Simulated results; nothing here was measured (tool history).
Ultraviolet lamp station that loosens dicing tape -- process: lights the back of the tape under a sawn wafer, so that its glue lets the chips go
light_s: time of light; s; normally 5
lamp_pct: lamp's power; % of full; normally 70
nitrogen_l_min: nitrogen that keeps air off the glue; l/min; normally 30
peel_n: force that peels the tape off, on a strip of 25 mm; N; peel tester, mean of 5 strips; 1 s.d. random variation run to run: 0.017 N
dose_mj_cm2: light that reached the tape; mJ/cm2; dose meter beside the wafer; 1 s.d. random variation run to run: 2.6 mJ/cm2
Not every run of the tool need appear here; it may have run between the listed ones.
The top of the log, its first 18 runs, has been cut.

{"run": 19, "day": 8.3, "light_s": 5, "lamp_pct": 70, "nitrogen_l_min": 16, "peel_n": 1.447, "dose_mj_cm2": 279}
{"run": 20, "day": 8.804, "light_s": 2, "lamp_pct": 68, "nitrogen_l_min": 16, "peel_n": 3.431, "dose_mj_cm2": 107}
{"run": 21, "day": 9.25, "light_s": 10, "lamp_pct": 70, "nitrogen_l_min": 26, "peel_n": 0.291, "dose_mj_cm2": 552}
{"run": 22, "day": 9.879, "light_s": 4, "lamp_pct": 76, "nitrogen_l_min": 22, "peel_n": 1.508, "dose_mj_cm2": 237}
{"run": 23, "day": 10.275, "light_s": 5, "lamp_pct": 62, "nitrogen_l_min": 47, "peel_n": 1.037, "dose_mj_cm2": 242}
{"run": 24, "day": 10.696, "light_s": 5, "lamp_pct": 70, "nitrogen_l_min": 47, "peel_n": 0.855, "dose_mj_cm2": 272}
{"run": 25, "day": 11.279, "light_s": 5, "lamp_pct": 79, "nitrogen_l_min": 10, "peel_n": 1.645, "dose_mj_cm2": 311}
{"run": 26, "day": 11.842, "light_s": 6, "lamp_pct": 67, "nitrogen_l_min": 32, "peel_n": 0.841, "dose_mj_cm2": 304}
{"run": 27, "day": 12.129, "light_s": 5, "lamp_pct": 95, "nitrogen_l_min": 30, "peel_n": 0.622, "dose_mj_cm2": 368}
{"run": 28, "day": 12.617, "light_s": 5, "lamp_pct": 85, "nitrogen_l_min": 30, "peel_n": 0.794, "dose_mj_cm2": 325}
{"run": 29, "day": 12.962, "light_s": 4, "lamp_pct": 62, "nitrogen_l_min": 32, "peel_n": 1.744, "dose_mj_cm2": 188}
{"run": 30, "day": 13.483, "light_s": 4, "lamp_pct": 68, "nitrogen_l_min": 30, "peel_n": 1.593, "dose_mj_cm2": 206}
{"run": 31, "day": 13.892, "light_s": 3, "lamp_pct": 83, "nitrogen_l_min": 30, "peel_n": 1.864, "dose_mj_cm2": 188}
{"run": 32, "day": 14.283, "light_s": 3, "lamp_pct": 90, "nitrogen_l_min": 9, "peel_n": 2.543, "dose_mj_cm2": 201}
{"run": 33, "day": 14.75, "light_s": 3, "lamp_pct": 90, "nitrogen_l_min": 9, "peel_n": 2.475, "dose_mj_cm2": 204}
{"run": 34, "day": 15.075, "light_s": 5, "lamp_pct": 96, "nitrogen_l_min": 30, "peel_n": 0.633, "dose_mj_cm2": 357}
{"run": 35, "day": 15.354, "light_s": 5, "lamp_pct": 95, "nitrogen_l_min": 28, "peel_n": 0.734, "dose_mj_cm2": 353}
{"run": 36, "day": 15.875, "light_s": 2, "lamp_pct": 79, "nitrogen_l_min": 17, "peel_n": 3.322, "dose_mj_cm2": 115}
{"run": 37, "day": 16.279, "light_s": 8, "lamp_pct": 77, "nitrogen_l_min": 24, "peel_n": 0.471, "dose_mj_cm2": 458}
{"run": 38, "day": 16.896, "light_s": 2, "lamp_pct": 64, "nitrogen_l_min": 20, "peel_n": 3.713, "dose_mj_cm2": 95}

Predict each of these 4 candidate next runs independently; none follows another, all start after run 38:
{"run": "A", "day": 17.462, "light_s": 4, "lamp_pct": 64, "nitrogen_l_min": 20, "peel_n": "?", "dose_mj_cm2": "?"}
{"run": "B", "day": 17.462, "light_s": 4, "lamp_pct": 75, "nitrogen_l_min": 53, "peel_n": "?", "dose_mj_cm2": "?"}
{"run": "C", "day": 17.462, "light_s": 8, "lamp_pct": 85, "nitrogen_l_min": 30, "peel_n": "?", "dose_mj_cm2": "?"}
{"run": "D", "day": 17.462, "light_s": 3, "lamp_pct": 70, "nitrogen_l_min": 15, "peel_n": "?", "dose_mj_cm2": "?"}

run=A peel_n=2.076 dose_mj_cm2=188
run=B peel_n=1.118 dose_mj_cm2=215
run=C peel_n=0.328 dose_mj_cm2=498
run=D peel_n=2.821 dose_mj_cm2=151
With the hidden condition removed and each run's random variation left untouched, the same runs would have given:
run=A peel_n=1.596 dose_mj_cm2=235
run=B peel_n=0.757 dose_mj_cm2=270
run=C peel_n=0.211 dose_mj_cm2=625
run=D peel_n=2.314 dose_mj_cm2=190

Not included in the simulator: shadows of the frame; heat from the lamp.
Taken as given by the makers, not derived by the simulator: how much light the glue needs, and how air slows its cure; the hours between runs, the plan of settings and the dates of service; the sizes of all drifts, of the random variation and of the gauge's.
